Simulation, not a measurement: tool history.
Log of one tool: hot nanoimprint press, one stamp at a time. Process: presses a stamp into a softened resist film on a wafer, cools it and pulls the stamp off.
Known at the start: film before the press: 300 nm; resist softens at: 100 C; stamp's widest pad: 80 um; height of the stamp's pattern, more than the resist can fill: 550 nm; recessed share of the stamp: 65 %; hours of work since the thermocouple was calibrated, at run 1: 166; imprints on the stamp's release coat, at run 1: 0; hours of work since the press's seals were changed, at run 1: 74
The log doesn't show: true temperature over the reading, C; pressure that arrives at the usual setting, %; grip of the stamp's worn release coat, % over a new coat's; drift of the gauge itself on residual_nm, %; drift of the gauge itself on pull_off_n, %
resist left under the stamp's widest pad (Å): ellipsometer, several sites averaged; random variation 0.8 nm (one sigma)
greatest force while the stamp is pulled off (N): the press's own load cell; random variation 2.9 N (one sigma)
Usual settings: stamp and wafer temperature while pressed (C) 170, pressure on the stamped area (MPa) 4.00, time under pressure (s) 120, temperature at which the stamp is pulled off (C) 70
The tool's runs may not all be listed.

run	day	stamp and wafer temperature while pressed (C)	pressure on the stamped area (MPa)	time under pressure (s)	temperature at which the stamp is pulled off (C)	hours of work since the thermocouple was calibrated	imprints on the stamp's release coat	hours of work since the press's seals were changed	resist left under the stamp's widest pad (Å)	greatest force while the stamp is pulled off (N)
1	0.000	170	4.00	120	70	166	0	74	1603	135
2	2.833	170	4.00	120	70	216	197	124	1647	144
3	5.112	170	4.00	120	70	257	355	164	1632	155
4	6.800	170	4.00	120	70	286	473	194	1641	157
5	9.100	170	4.00	120	70	327	632	234	1655	166
6	10.854	170	3.94	120	70	358	754	265	1675	162
# day 12.004: plate thermocouple calibrated
7	12.600	165	4.00	120	70	11	866	294	1993	171
8	15.433	170	4.00	120	70	61	1063	344	1701	177
9	18.250	170	4.00	120	70	110	1259	394	1708	186
10	21.683	170	4.00	120	70	171	1497	454	1728	204
# day 24.367: stamp cleaned and given a new release coat
11	25.162	163	4.00	120	70	228	56	511	2186	139
# day 27.029: plate thermocouple calibrated, once more
12	27.029	170	4.55	120	70	0	177	542	1524	143
13	30.517	170	4.55	120	70	62	419	604	1554	148
14	33.662	170	4.55	120	70	117	637	659	1580	158
15	36.633	170	4.00	120	70	170	844	712	1651	166
16	39.200	163	2.88	119	75	215	1022	757	2277	163
# day 42.892: press's hydraulic seals changed and the load cell set to zero
17	43.017	163	2.88	119	75	276	1264	2	2282	168
18	45.750	163	5.30	120	70	325	1454	51	1947	195
# day 48.742: plate thermocouple calibrated
# day 49.333: stamp cleaned and given a new release coat
19	49.933	163	5.30	120	70	17	41	118	1862	138
20	52.446	163	5.30	120	70	61	216	162	1888	144
21	55.321	163	5.30	120	70	112	415	213	1903	149
22	57.246	170	4.00	92	73	146	549	247	1780	147
23	60.954	170	4.00	101	70	211	806	312	1752	168
24	64.346	170	5.63	120	70	271	1042	372	1456	176
25	66.688	172	2.89	123	57	313	1205	414	1712	219
26	69.442	179	4.00	120	72	361	1396	462	1184	189

Forecast run 27:
# day 70.417: plate thermocouple calibrated
27	71.867	179	4.00	120	72	26	1556	503	?	?

resist left under the stamp's widest pad (Å): 1139
greatest force while the stamp is pulled off (N): 188
Without the tool's hidden state the same run would have given resist left under the stamp's widest pad (Å) 1120, greatest force while the stamp is pulled off (N) 130.

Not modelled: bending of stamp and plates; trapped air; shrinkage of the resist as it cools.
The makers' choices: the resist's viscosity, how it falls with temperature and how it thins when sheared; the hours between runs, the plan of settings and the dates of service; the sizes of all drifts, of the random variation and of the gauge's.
